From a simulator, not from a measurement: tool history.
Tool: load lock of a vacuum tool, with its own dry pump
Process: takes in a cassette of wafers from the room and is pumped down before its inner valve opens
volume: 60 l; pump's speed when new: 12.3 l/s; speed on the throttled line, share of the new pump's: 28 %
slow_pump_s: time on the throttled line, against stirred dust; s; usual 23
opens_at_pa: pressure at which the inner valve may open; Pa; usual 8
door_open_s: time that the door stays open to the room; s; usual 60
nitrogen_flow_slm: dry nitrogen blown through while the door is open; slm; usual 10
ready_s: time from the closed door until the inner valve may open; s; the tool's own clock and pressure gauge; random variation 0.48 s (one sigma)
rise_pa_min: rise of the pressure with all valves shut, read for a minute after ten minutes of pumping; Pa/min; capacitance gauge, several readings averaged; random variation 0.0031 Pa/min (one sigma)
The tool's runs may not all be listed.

run,hour,slow_pump_s,opens_at_pa,door_open_s,nitrogen_flow_slm,"incoming humidity of the room's air, %",ready_s,rise_pa_min
1,0.0,23,8,60,10,45.3,71.7,0.295
2,131.5,23,8,60,10,45.3,72.9,0.304
3,324.5,23,8,66,10,42.3,72.4,0.306
4,448.5,23,7,60,10,46.7,72.6,0.311
5,600.4,23,7,60,10,44.3,73.4,0.322
6,713.2,23,7,60,10,44.0,72.4,0.319
7,890.7,23,7,60,10,43.8,74.4,0.328
8,1092.0,23,8,60,10,46.6,72.6,0.339
9,1261.0,23,8,60,10,40.8,73.4,0.340
10,1406.5,23,8,60,10,48.2,74.0,0.355
11,1528.6,23,14,60,10,45.1,70.6,0.359
12,1698.2,23,14,60,10,44.4,70.0,0.366
13,1922.9,23,14,31,10,45.9,71.3,0.365
14,2021.4,23,8,81,12,44.5,73.7,0.389
15,2231.5,23,8,81,12,44.8,74.3,0.398
16,2455.6,25,7,40,6,42.3,76.7,0.391
17,2638.5,20,8,60,10,46.9,72.8,0.419
18,2820.0,20,8,60,10,39.7,72.0,0.412
19,2922.6,23,11,60,33,48.7,72.7,0.416
# hour 2968.7: dry pump taken out, an overhauled one fitted
20,3102.7,20,16,60,10,46.7,57.5,0.444
21,3322.2,32,9,99,24,44.8,69.0,0.446
22,3417.8,32,9,99,24,45.0,68.9,0.453
23,3587.8,33,8,28,10,42.1,70.7,0.450
24,3710.8,23,12,60,10,44.3,62.4,0.461

The same runs without the tool's hidden state, with the same run-to-run variation:
The hidden state here: pump's speed, % of a new pump's; leak at the door's seal, Pa l/s; drift of the gauge itself on ready_s, %; drift of the gauge itself on rise_pa_min, %.
run,ready_s,rise_pa_min
1,63.1,0.061
2,64.0,0.060
3,63.4,0.059
4,63.4,0.057
5,63.9,0.058
6,62.9,0.051
7,64.5,0.056
8,62.8,0.059
9,63.4,0.052
10,63.8,0.058
11,61.0,0.055
12,60.3,0.059
13,61.3,0.046
14,62.9,0.061
15,63.2,0.061
16,65.3,0.051
17,60.9,0.061
18,60.2,0.052
19,61.4,0.043
20,57.2,0.062
21,68.6,0.053
22,68.4,0.056
23,70.0,0.040
24,61.6,0.054

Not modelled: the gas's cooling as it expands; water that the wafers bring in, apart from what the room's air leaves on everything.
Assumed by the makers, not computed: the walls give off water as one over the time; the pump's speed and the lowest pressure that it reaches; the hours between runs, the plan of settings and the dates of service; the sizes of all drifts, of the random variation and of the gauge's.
